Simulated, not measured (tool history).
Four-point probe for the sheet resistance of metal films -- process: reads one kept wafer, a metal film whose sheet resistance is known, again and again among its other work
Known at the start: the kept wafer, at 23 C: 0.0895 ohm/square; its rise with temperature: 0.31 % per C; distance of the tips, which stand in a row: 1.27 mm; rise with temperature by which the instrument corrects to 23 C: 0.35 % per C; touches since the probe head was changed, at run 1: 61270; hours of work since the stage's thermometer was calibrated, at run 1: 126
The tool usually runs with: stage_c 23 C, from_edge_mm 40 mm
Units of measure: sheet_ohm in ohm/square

run	hour	stage_c	from_edge_mm	touches since the probe head was changed	hours of work since the stage's thermometer was calibrated	sheet_ohm
1	0	23	40	61270	126	0.08876
2	8	23	40	61671	131	0.088717
3	21	20	40	62318	140	0.088808
4	32.9	20	40	62911	149	0.088833
# hour 39.1: new probe head fitted
5	47	20	40	395	158	0.089044
6	55	23	40	794	164	0.08893
7	72.3	27	40	1657	176	0.088782
8	87.4	20	12	2407	186	0.089501
9	96.4	20	12	2860	193	0.089498
10	113.8	20	57	3728	205	0.088963
11	121.6	21	21	4117	211	0.089068
12	131.7	25	23	4619	218	0.088933
13	146.9	25	23	5380	228	0.088923

Hidden condition of the tool, last listed run before each entry between runs versus first listed run after:
Runs 4 to 5: new probe head fitted (hour 39.1)
  inner tips' distance over the nominal, %: -0.878 -> -0.662; tips' flats over new ones', %: 78 -> 1
  measured result minus the result with no hidden state, sheet_ohm: -0.000825 -> -0.000615 ohm/square
